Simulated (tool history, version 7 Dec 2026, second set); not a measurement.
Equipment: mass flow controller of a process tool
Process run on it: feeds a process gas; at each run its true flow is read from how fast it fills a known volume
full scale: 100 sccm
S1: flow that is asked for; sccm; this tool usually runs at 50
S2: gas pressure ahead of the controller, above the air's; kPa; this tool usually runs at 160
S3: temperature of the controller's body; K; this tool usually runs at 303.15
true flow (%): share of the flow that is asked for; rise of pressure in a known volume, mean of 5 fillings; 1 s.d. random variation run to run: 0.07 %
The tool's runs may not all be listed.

{"run": 1, "hour": 0.0, "S1": 50, "S2": 160, "S3": 303.15, "true flow (%)": 99.45}
{"run": 2, "hour": 59.4, "S1": 50, "S2": 267, "S3": 303.15, "true flow (%)": 100.04}
{"run": 3, "hour": 146.2, "S1": 50, "S2": 267, "S3": 303.15, "true flow (%)": 100.11}
{"run": 4, "hour": 213.4, "S1": 50, "S2": 267, "S3": 303.15, "true flow (%)": 100.19}
{"run": 5, "hour": 291.0, "S1": 50, "S2": 160, "S3": 303.15, "true flow (%)": 99.57}
{"run": 6, "hour": 352.7, "S1": 30, "S2": 174, "S3": 297.15, "true flow (%)": 99.86}
{"run": 7, "hour": 434.3, "S1": 30, "S2": 174, "S3": 297.15, "true flow (%)": 99.91}
{"hour": 441.8, "done": "controller's zero set anew"}
{"run": 8, "hour": 499.3, "S1": 50, "S2": 172, "S3": 294.15, "true flow (%)": 100.58}

Run 9 has not been measured yet. What should we expect?
{"run": 9, "hour": 542.6, "S1": 45, "S2": 151, "S3": 302.15, "true flow (%)": "?"}

{"run 9": {"true flow (%)": 99.71}}
The same run, on a tool lacking any hidden state, would have yielded true flow (%) 97.79.
